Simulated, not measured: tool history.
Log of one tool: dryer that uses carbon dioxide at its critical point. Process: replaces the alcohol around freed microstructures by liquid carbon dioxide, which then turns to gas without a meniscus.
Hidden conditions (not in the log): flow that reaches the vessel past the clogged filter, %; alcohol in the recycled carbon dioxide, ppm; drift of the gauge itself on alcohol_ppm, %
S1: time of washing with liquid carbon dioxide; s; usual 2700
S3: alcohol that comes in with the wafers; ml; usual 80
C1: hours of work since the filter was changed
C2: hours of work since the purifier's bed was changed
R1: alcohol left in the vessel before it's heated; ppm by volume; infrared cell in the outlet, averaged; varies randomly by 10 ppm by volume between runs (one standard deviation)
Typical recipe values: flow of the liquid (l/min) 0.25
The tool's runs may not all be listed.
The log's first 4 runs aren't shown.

{"run": 5, "hour": 80.1, "S1": 3540, "flow of the liquid (l/min)": 0.25, "S3": 80, "C1": 219, "C2": 800, "R1": 224}
{"run": 6, "hour": 101.5, "S1": 3540, "flow of the liquid (l/min)": 0.25, "S3": 80, "C1": 235, "C2": 817, "R1": 240}
{"run": 7, "hour": 124.2, "S1": 2700, "flow of the liquid (l/min)": 0.25, "S3": 80, "C1": 253, "C2": 835, "R1": 691}
{"run": 8, "hour": 151.6, "S1": 2700, "flow of the liquid (l/min)": 0.25, "S3": 80, "C1": 274, "C2": 856, "R1": 718}
{"run": 9, "hour": 173.1, "S1": 1740, "flow of the liquid (l/min)": 0.25, "S3": 80, "C1": 291, "C2": 873, "R1": 2893}
{"run": 10, "hour": 201.1, "S1": 2700, "flow of the liquid (l/min)": 0.373, "S3": 80, "C1": 313, "C2": 895, "R1": 157}
{"run": 11, "hour": 226.4, "S1": 2700, "flow of the liquid (l/min)": 0.25, "S3": 80, "C1": 333, "C2": 914, "R1": 718}
{"run": 12, "hour": 238.5, "S1": 2700, "flow of the liquid (l/min)": 0.25, "S3": 50, "C1": 342, "C2": 924, "R1": 485}
{"run": 13, "hour": 255.7, "S1": 2700, "flow of the liquid (l/min)": 0.175, "S3": 80, "C1": 355, "C2": 937, "R1": 2292}
{"run": 14, "hour": 269.3, "S1": 2700, "flow of the liquid (l/min)": 0.175, "S3": 80, "C1": 366, "C2": 948, "R1": 2300}
{"run": 15, "hour": 289.1, "S1": 2700, "flow of the liquid (l/min)": 0.376, "S3": 80, "C1": 381, "C2": 963, "R1": 163}
{"run": 16, "hour": 304.8, "S1": 2700, "flow of the liquid (l/min)": 0.261, "S3": 80, "C1": 394, "C2": 975, "R1": 634}
{"run": 17, "hour": 326.2, "S1": 2700, "flow of the liquid (l/min)": 0.261, "S3": 80, "C1": 410, "C2": 992, "R1": 643}
{"run": 18, "hour": 349.5, "S1": 2700, "flow of the liquid (l/min)": 0.261, "S3": 80, "C1": 429, "C2": 1010, "R1": 665}
{"run": 19, "hour": 362.4, "S1": 2700, "flow of the liquid (l/min)": 0.274, "S3": 80, "C1": 439, "C2": 1020, "R1": 563}
{"run": 20, "hour": 377.1, "S1": 2700, "flow of the liquid (l/min)": 0.274, "S3": 80, "C1": 450, "C2": 1032, "R1": 555}
{"run": 21, "hour": 399.1, "S1": 2700, "flow of the liquid (l/min)": 0.274, "S3": 74, "C1": 467, "C2": 1049, "R1": 521}
{"run": 22, "hour": 425.5, "S1": 2700, "flow of the liquid (l/min)": 0.274, "S3": 74, "C1": 488, "C2": 1069, "R1": 530}
{"hour": 430.3, "done": "purifier's bed changed"}
{"run": 23, "hour": 452.1, "S1": 2700, "flow of the liquid (l/min)": 0.274, "S3": 74, "C1": 506, "C2": 17, "R1": 493}
{"run": 24, "hour": 466.9, "S1": 2700, "flow of the liquid (l/min)": 0.303, "S3": 74, "C1": 518, "C2": 29, "R1": 320}
{"hour": 480.5, "done": "inlet filter changed"}
{"run": 25, "hour": 491.5, "S1": 2700, "flow of the liquid (l/min)": 0.303, "S3": 74, "C1": 9, "C2": 47, "R1": 260}
{"run": 26, "hour": 517.0, "S1": 4200, "flow of the liquid (l/min)": 0.303, "S3": 90, "C1": 28, "C2": 67, "R1": 32}
{"run": 27, "hour": 530.9, "S1": 3420, "flow of the liquid (l/min)": 0.25, "S3": 36, "C1": 39, "C2": 78, "R1": 92}

Predict the results of run 28:
{"run": 28, "hour": 552.0, "S1": 1680, "flow of the liquid (l/min)": 0.25, "S3": 80, "C1": 56, "C2": 94, "R1": "?"}

{"run 28": {"R1": 2995}}
Had the tool carried no hidden state, the very same run would have given R1 2920 ppm by volume.
